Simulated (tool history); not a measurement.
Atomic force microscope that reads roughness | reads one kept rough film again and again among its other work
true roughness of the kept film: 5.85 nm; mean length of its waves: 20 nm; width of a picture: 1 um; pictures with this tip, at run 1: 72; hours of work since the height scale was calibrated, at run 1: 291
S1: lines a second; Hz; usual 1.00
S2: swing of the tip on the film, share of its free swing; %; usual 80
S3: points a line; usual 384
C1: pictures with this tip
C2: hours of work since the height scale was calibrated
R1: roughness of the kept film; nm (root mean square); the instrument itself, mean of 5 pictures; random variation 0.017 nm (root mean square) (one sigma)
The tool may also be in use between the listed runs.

run     day    S1  S2   S3  C1    C2     R1
  1   0.000  1.00  80  384  72   291  4.091
      0.142  -- new tip fitted
  2   2.183  1.00  80  384  54   312  4.099
      3.071  -- new tip fitted
  3   3.988  1.00  80  384  24   329  4.094
  4   5.246  1.00  68  384  57   342  4.242
      5.946  -- new tip fitted
  5   7.246  1.00  68  384  35   361  4.250
  6   8.275  1.00  63  384  62   371  4.285
      8.954  -- new tip fitted
  7   9.738  1.00  80  384  21   385  4.111
     11.812  -- new tip fitted
  8  12.017  1.00  59  384   5   407  4.340
  9  13.242  1.00  59  384  38   419  4.339
 10  14.392  1.00  59  384  68   430  4.306
     14.675  -- new tip fitted
 11  15.992  1.00  59  384  35   446  4.353
 12  17.358  1.00  59  384  71   459  4.347
     17.562  -- new tip fitted
 13  19.550  1.00  80  810  53   480  4.140
     20.358  -- new tip fitted
 14  21.617  1.00  80  423  33   500  4.091
     23.229  -- new tip fitted
 15  23.604  1.00  80  384  10   520  4.093
 16  25.779  1.00  80  384  67   541  4.115
     26.146  -- new tip fitted
 17  27.700  0.73  80  384  41   559  4.198
     29.000  -- new tip fitted
 18  29.529  1.00  80  470  14   577  4.116
 19  30.892  2.08  80  384  50   590  3.760
     31.900  -- new tip fitted
 20  32.450  2.08  80  384  14   605  3.776
 21  34.296  2.08  80  384  63   623  3.757
     34.829  -- new tip fitted
 22  35.971  2.08  80  384  31   640  3.764
     37.646  -- new tip fitted
 23  38.358  2.08  80  384  19   663  3.750
     40.550  -- new tip fitted
 24  40.550  2.08  80  384   0   684  3.754
 25  41.875  1.00  80  519  35   697  4.144
     43.446  -- new tip fitted
 26  43.867  1.00  57  384  11   716  4.347
 27  45.425  1.00  57  384  52   731  4.348
     46.271  -- new tip fitted
 28  47.721  1.00  57  384  38   754  4.359
 29  48.800  0.53  58  504  67   764  4.401
     49.162  -- new tip fitted
 30  50.604  0.53  58  504  37   782  4.388
     52.021  -- new tip fitted
 31  52.246  0.53  58  504   6   797  4.452
 32  54.150  2.34  86  425  56   816  3.510
     54.883  -- new tip fitted
 33  56.450  1.80  70  384  42   838  4.078
     57.821  -- new tip fitted
 34  58.788  1.00  61  496  26   861  4.357
     60.658  -- new tip fitted
 35  61.042  0.68  58  292  10   883  4.319
 36  63.288  1.00  58  384  70   905  4.328
     63.521  -- new tip fitted
 37  65.233  1.30  66  384  45   924  4.217
     66.392  -- new tip fitted
 38  66.875  1.30  66  384  13   939  4.246
 39  69.138  1.30  66  384  73   962  4.220
     69.292  -- new tip fitted
 40  70.662  1.30  66  384  36   976  4.239
     72.254  -- new tip fitted
 41  72.650  2.16  80  800  10   995  3.827
 42  74.571  0.69  79  620  61  1014  4.208
     75.258  -- new tip fitted
 43  76.846  3.44  87  539  41  1036  3.144
 44  78.050  0.85  81  384  73  1048  4.125
     78.212  -- new tip fitted
 45  79.700  0.85  81  384  39  1064  4.136
     81.138  -- new tip fitted
 46  81.242  1.05  81  281   3  1079  4.023
 47  83.375  1.00  68  384  60  1100  4.249
     83.967  -- new tip fitted
 48  84.371  1.00  68  384  10  1109  4.258
 49  85.688  1.00  68  384  45  1122  4.249
     86.842  -- new tip fitted
 50  87.667  1.00  68  384  22  1141  4.258
 51  89.021  2.90  80  304  57  1154  3.499

3 ways to go on from here, each from the tool as it stands after run 51. What would each give?
     89.683  -- new tip fitted
  A  90.071  2.90  80  345  10  1164   ?
     89.683  -- new tip fitted
  B  90.071  1.00  80  372  10  1164   ?
     89.683  -- new tip fitted
  C  90.071  2.54  77  304  10  1164   ?

run     R1
  A  3.561
  B  4.097
  C  3.718
Without the tool's hidden state the same runs would have given:
run     R1
  A  3.564
  B  4.101
  C  3.722

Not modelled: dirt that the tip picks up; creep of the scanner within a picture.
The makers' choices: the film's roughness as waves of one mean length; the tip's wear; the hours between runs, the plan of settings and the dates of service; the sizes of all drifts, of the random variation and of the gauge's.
